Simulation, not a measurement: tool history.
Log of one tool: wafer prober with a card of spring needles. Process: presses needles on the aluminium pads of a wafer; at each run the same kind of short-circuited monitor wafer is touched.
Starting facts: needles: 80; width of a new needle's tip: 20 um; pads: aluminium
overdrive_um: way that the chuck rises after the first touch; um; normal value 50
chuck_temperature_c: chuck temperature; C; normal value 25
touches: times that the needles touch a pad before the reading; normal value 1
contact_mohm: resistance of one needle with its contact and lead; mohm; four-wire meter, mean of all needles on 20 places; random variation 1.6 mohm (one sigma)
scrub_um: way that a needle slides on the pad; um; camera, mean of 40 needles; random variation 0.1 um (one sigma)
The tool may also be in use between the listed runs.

| run | hour | overdrive_um | chuck_temperature_c | touches | contact_mohm | scrub_um |
|---|---|---|---|---|---|---|
| 1 | 0 | 50 | 25 | 1 | 177 | 9.44 |
|  | 4.1 | tips cleaned on abrasive film |
|  | 8.7 | tips cleaned on abrasive film |
| 2 | 8.7 | 50 | 25 | 1 | 172 | 9.43 |
|  | 13.4 | tips cleaned on abrasive film |
|  | 18.1 | tips cleaned on abrasive film |
| 3 | 18.2 | 50 | 25 | 1 | 172 | 9.29 |
|  | 23.1 | tips cleaned on abrasive film |
| 4 | 25.7 | 30 | 25 | 1 | 291 | 4.92 |
|  | 27.5 | tips cleaned on abrasive film |
|  | 32.2 | tips cleaned on abrasive film |
|  | 36.6 | tips cleaned on abrasive film |
| 5 | 40.5 | 30 | 25 | 1 | 324 | 5.01 |
|  | 41.6 | tips cleaned on abrasive film |
|  | 41.9 | height of the first contact set anew |
|  | 46.8 | tips cleaned on abrasive film |
|  | 51.6 | tips cleaned on abrasive film |
| 6 | 51.6 | 30 | 25 | 1 | 213 | 4.71 |
|  | 56.4 | tips cleaned on abrasive film |
|  | 60.8 | tips cleaned on abrasive film |
|  | 65.6 | tips cleaned on abrasive film |
| 7 | 66.7 | 30 | 25 | 1 | 265 | 4.47 |
|  | 70.6 | tips cleaned on abrasive film |
|  | 75.2 | tips cleaned on abrasive film |
|  | 79.8 | tips cleaned on abrasive film |
| 8 | 80.9 | 30 | 25 | 1 | 259 | 4.7 |
|  | 84 | tips cleaned on abrasive film |
|  | 88.7 | tips cleaned on abrasive film |
| 9 | 89.2 | 30 | 25 | 1 | 238 | 4.37 |
|  | 92.9 | tips cleaned on abrasive film |
|  | 97.5 | tips cleaned on abrasive film |
|  | 100.5 | height of the first contact set anew, once more |
|  | 102.6 | tips cleaned on abrasive film |
| 10 | 103.1 | 54 | 25 | 1 | 165 | 11.44 |
|  | 107.1 | tips cleaned on abrasive film |
|  | 111.2 | tips cleaned on abrasive film |
| 11 | 111.2 | 54 | 25 | 1 | 162 | 11.63 |
|  | 115.4 | tips cleaned on abrasive film |
|  | 120.1 | tips cleaned on abrasive film |
| 12 | 121.5 | 54 | 25 | 1 | 181 | 11.33 |
|  | 124.6 | tips cleaned on abrasive film |
|  | 128.7 | tips cleaned on abrasive film |
| 13 | 128.7 | 54 | 25 | 1 | 164 | 11.25 |
|  | 133.4 | tips cleaned on abrasive film |
|  | 138 | tips cleaned on abrasive film |
|  | 142.1 | tips cleaned on abrasive film |
| 14 | 143.1 | 37 | 25 | 1 | 201 | 7.63 |
|  | 146.5 | tips cleaned on abrasive film |
|  | 151.6 | tips cleaned on abrasive film |
| 15 | 154.3 | 55 | 40 | 1 | 191 | 11.57 |
|  | 156.4 | tips cleaned on abrasive film |
|  | 161.3 | tips cleaned on abrasive film |
|  | 166.1 | tips cleaned on abrasive film |
| 16 | 166.1 | 55 | 40 | 1 | 169 | 11.44 |
|  | 171 | tips cleaned on abrasive film |
|  | 175.4 | tips cleaned on abrasive film |
| 17 | 179.4 | 55 | 40 | 1 | 203 | 11.52 |
|  | 180.2 | tips cleaned on abrasive film |
|  | 185.1 | tips cleaned on abrasive film |
| 18 | 188.6 | 37 | 115 | 2 | 233 | 7.49 |
|  | 189.4 | tips cleaned on abrasive film |
|  | 194.1 | tips cleaned on abrasive film |
| 19 | 197.6 | 37 | 115 | 2 | 230 | 7.38 |
|  | 198.4 | tips cleaned on abrasive film |
|  | 203.5 | tips cleaned on abrasive film |
| 20 | 207.1 | 37 | 115 | 2 | 236 | 7.44 |
|  | 207.9 | tips cleaned on abrasive film |
|  | 212.5 | tips cleaned on abrasive film |
|  | 217.4 | tips cleaned on abrasive film |
|  | 221.8 | tips cleaned on abrasive film |
| 21 | 221.8 | 32 | 31 | 1 | 192 | 6.39 |
|  | 226.6 | tips cleaned on abrasive film |
| 22 | 228.8 | 32 | 31 | 1 | 250 | 6.39 |
|  | 230.7 | tips cleaned on abrasive film |
|  | 235.3 | tips cleaned on abrasive film |
|  | 240.3 | tips cleaned on abrasive film |
| 23 | 241.2 | 32 | 31 | 1 | 230 | 6.35 |
|  | 245.3 | tips cleaned on abrasive film |
|  | 249.8 | tips cleaned on abrasive film |
| 24 | 252.1 | 32 | 31 | 1 | 267 | 6.15 |
|  | 254.2 | tips cleaned on abrasive film |
|  | 258.8 | tips cleaned on abrasive film |
|  | 263.5 | tips cleaned on abrasive film |
|  | 267.8 | tips cleaned on abrasive film |
| 25 | 267.8 | 32 | 31 | 1 | 189 | 6.19 |
|  | 272.3 | tips cleaned on abrasive film |
|  | 277 | tips cleaned on abrasive film |
|  | 281.4 | tips cleaned on abrasive film |
| 26 | 283.8 | 30 | 87 | 2 | 252 | 5.5 |
|  | 285.7 | tips cleaned on abrasive film |
|  | 290.1 | tips cleaned on abrasive film |
| 27 | 292.8 | 30 | 87 | 2 | 252 | 5.62 |
|  | 294.5 | tips cleaned on abrasive film |
|  | 298.9 | tips cleaned on abrasive film |
|  | 303.6 | tips cleaned on abrasive film |
| 28 | 305.2 | 30 | 87 | 2 | 238 | 5.48 |

Some steps in contact_mohm between neighbouring runs. How much of each would the tool show without its hidden state too (settings, what came in, random variation), and how much is left for the hidden state, with any gauge scatter that isn't in both results?
The hidden state here: debris on the tips, nm; way that the needles fall short of the set height, um; tips' diameter, um; drift of the gauge itself on contact_mohm, %; drift of the gauge itself on scrub_um, %.
Run 3 -> 4: overdrive_um 50 -> 30, tips cleaned on abrasive film. contact_mohm +119 mohm: hidden state +105, all else +14.
Run 5 -> 6: tips cleaned on abrasive film, height of the first contact set anew, tips cleaned on abrasive film, tips cleaned on abrasive film. contact_mohm -111 mohm: hidden state -113, all else +2.

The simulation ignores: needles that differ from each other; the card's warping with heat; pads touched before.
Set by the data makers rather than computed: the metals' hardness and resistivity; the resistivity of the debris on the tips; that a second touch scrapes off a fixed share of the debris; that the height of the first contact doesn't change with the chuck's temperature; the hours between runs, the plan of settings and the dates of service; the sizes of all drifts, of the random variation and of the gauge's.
